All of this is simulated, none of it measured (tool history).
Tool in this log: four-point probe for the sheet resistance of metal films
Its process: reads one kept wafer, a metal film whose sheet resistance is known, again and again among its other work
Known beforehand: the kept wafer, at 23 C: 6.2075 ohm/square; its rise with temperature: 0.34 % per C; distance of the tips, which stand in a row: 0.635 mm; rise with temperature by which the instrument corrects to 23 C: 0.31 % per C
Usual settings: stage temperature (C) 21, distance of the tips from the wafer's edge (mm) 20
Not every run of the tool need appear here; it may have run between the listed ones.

run	hour	stage temperature (C)	distance of the tips from the wafer's edge (mm)	sheet resistance as the instrument gives it (ohm/square)
1	0	21	20	6.199262
2	31.3	21	9	6.214303
3	48.6	21	9	6.213879
# hour 67: stage's thermometer calibrated
4	83.3	21	9	6.220255
5	111.4	21	9	6.221212
6	137.2	21	9	6.222439
7	173.6	21	19	6.208183
8	198.1	29	20	6.223571
9	236	21	8	6.226582
10	265.7	21	8	6.223893
11	286.6	27	11	6.225006
12	322.5	25	4	6.294328
13	351	25	4	6.295363
14	389.1	30	39	6.222955
15	412.8	30	39	6.221862
16	443	34	20	6.23147
17	481.6	23	21	6.214008
18	511.8	26	24	6.216667
19	533.2	23	8	6.230871
20	555.3	20	25	6.205776

Below, each run's measurement less what the same run would have read without the hidden state. Both values contain the same run-to-run variation, but the gauge's scatter may not be the same in both:
Hidden conditions of the tool in this case: inner tips' distance over the nominal, %; tips' flats over new ones', %; wafer's true temperature over the reading, C; drift of the gauge itself on sheet_ohm, %.
run	sheet resistance as the instrument gives it (ohm/square)
1	-0.006809
2	-0.006622
3	-0.006536
4	-0.000346
5	-0.000157
6	-0.000032
7	+0.000169
8	+0.00031
9	+0.000506
10	+0.000668
11	+0.000801
12	+0.001018
13	+0.001202
14	+0.001419
15	+0.001567
16	+0.001759
17	+0.001949
18	+0.002128
19	+0.002236
20	+0.002328
